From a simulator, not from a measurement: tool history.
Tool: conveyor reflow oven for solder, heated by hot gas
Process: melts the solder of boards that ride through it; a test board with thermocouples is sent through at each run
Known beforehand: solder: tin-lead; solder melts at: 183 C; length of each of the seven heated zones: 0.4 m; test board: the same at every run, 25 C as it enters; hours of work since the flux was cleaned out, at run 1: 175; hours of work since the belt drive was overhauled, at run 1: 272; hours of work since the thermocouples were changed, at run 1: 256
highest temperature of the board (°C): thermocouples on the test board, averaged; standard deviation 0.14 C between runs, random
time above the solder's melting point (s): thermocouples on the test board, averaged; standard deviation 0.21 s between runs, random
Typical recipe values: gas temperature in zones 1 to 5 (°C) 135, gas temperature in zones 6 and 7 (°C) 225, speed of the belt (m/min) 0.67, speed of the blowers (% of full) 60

| run | hour | gas temperature in zones 1 to 5 (°C) | gas temperature in zones 6 and 7 (°C) | speed of the belt (m/min) | speed of the blowers (% of full) | hours of work since the flux was cleaned out | hours of work since the belt drive was overhauled | hours of work since the thermocouples were changed | highest temperature of the board (°C) | time above the solder's melting point (s) |
|---|---|---|---|---|---|---|---|---|---|---|
| 1 | 0 | 135 | 225 | 0.67 | 60 | 175 | 272 | 256 | 201.3 | 35.6 |
| 2 | 13.8 | 135 | 225 | 0.67 | 60 | 184 | 281 | 264 | 200.9 | 35.4 |
| 3 | 22.4 | 135 | 225 | 0.67 | 60 | 189 | 286 | 270 | 200.9 | 35.4 |
| 4 | 30.4 | 135 | 225 | 0.67 | 60 | 194 | 291 | 275 | 200.9 | 34.8 |
| 5 | 41.2 | 135 | 225 | 0.67 | 60 | 201 | 298 | 282 | 201 | 34.8 |
| 6 | 47.8 | 135 | 225 | 0.67 | 60 | 205 | 302 | 286 | 200.9 | 35 |
| 7 | 54.8 | 135 | 225 | 0.67 | 60 | 210 | 306 | 290 | 200.6 | 35 |
| 8 | 68.3 | 131 | 225 | 0.67 | 60 | 218 | 315 | 299 | 199.7 | 31.9 |
| 9 | 81.4 | 135 | 225 | 0.67 | 57 | 226 | 323 | 307 | 199.6 | 33.1 |
| 10 | 91.9 | 141 | 225 | 0.67 | 60 | 233 | 330 | 314 | 202.3 | 38.8 |
| 11 | 103.9 | 126 | 225 | 0.67 | 60 | 241 | 337 | 321 | 197.9 | 28.9 |
|  | 115.5 | flux residue cleaned out of gas plates and filters |
| 12 | 120 | 135 | 225 | 0.67 | 60 | 3 | 344 | 328 | 198.4 | 31.4 |
| 13 | 133.9 | 135 | 225 | 0.67 | 60 | 12 | 353 | 337 | 198.7 | 31.4 |
| 14 | 148.7 | 135 | 225 | 0.67 | 60 | 21 | 362 | 346 | 198.4 | 31.5 |
| 15 | 155 | 135 | 225 | 0.67 | 60 | 25 | 366 | 350 | 198.5 | 31.1 |
| 16 | 167 | 135 | 225 | 0.67 | 66 | 32 | 374 | 358 | 199.9 | 34.1 |
|  | 182.5 | flux residue cleaned out of gas plates and filters, once more |
| 17 | 185.8 | 135 | 225 | 0.67 | 66 | 2 | 382 | 366 | 205.8 | 42 |
| 18 | 200.1 | 135 | 225 | 0.67 | 67 | 11 | 391 | 375 | 205.9 | 42 |
| 19 | 208.2 | 135 | 225 | 0.67 | 67 | 16 | 397 | 380 | 205.9 | 42.3 |
| 20 | 221.9 | 120 | 220 | 0.571 | 83 | 25 | 405 | 389 | 207.7 | 50.4 |
| 21 | 231.6 | 139 | 221 | 0.67 | 60 | 31 | 411 | 395 | 201.3 | 37.8 |
| 22 | 242.2 | 139 | 221 | 0.67 | 60 | 37 | 418 | 402 | 201.4 | 37.6 |
| 23 | 255.6 | 135 | 214 | 0.67 | 60 | 46 | 426 | 410 | 194.4 | 26.8 |
| 24 | 267.4 | 135 | 225 | 0.67 | 66 | 53 | 434 | 418 | 205.4 | 41.1 |
| 25 | 278.6 | 147 | 225 | 0.541 | 66 | 60 | 441 | 425 | 213.9 | 68.4 |
| 26 | 290.2 | 141 | 216 | 0.587 | 83 | 68 | 448 | 432 | 205.9 | 54.2 |
| 27 | 301.8 | 141 | 216 | 0.587 | 83 | 75 | 455 | 439 | 206.1 | 54.1 |
| 28 | 312.6 | 141 | 216 | 0.587 | 83 | 82 | 462 | 446 | 206.2 | 53.8 |
| 29 | 324.8 | 131 | 225 | 0.67 | 79 | 89 | 470 | 454 | 207.2 | 43.1 |
| 30 | 339.7 | 131 | 225 | 0.67 | 79 | 99 | 479 | 463 | 207.2 | 43 |
| 31 | 350.7 | 132 | 225 | 0.597 | 60 | 106 | 486 | 470 | 206.2 | 47 |

Difference, measured minus no-hidden-state, one row per run. Run-to-run variation is common to both terms; the gauge's own scatter need not be:
Unlogged tool condition in this case: heat that the gas passes to the board, % of a clean oven's; belt's true speed, % of the reading; true gas temperature in zones 6 and 7 over the reading, C; drift of the gauge itself on peak_c, C; drift of the gauge itself on liquid_s, %.
| run | highest temperature of the board (°C) | time above the solder's melting point (s) |
|---|---|---|
| 1 | -1.4 | -2.1 |
| 2 | -1.5 | -2.3 |
| 3 | -1.6 | -2.3 |
| 4 | -1.6 | -2.4 |
| 5 | -1.7 | -2.5 |
| 6 | -1.7 | -2.5 |
| 7 | -1.9 | -2.6 |
| 8 | -2 | -2.9 |
| 9 | -1.9 | -2.9 |
| 10 | -1.9 | -2.7 |
| 11 | -2.4 | -3.6 |
| 12 | -4 | -6 |
| 13 | -4 | -6.1 |
| 14 | -4.2 | -6.4 |
| 15 | -4.2 | -6.3 |
| 16 | -4.5 | -6.4 |
| 17 | +1.2 | +1.8 |
| 18 | +1.1 | +1.7 |
| 19 | +1.1 | +1.6 |
| 20 | +1 | +1.6 |
| 21 | +0.9 | +1.6 |
| 22 | +0.9 | +1.5 |
| 23 | +0.8 | +1.5 |
| 24 | +0.7 | +1.2 |
| 25 | +0.8 | +1.5 |
| 26 | +0.6 | +1.2 |
| 27 | +0.7 | +1.1 |
| 28 | +0.6 | +1 |
| 29 | +0.2 | +0.5 |
| 30 | +0.1 | +0.4 |
| 31 | +0.3 | +0.7 |
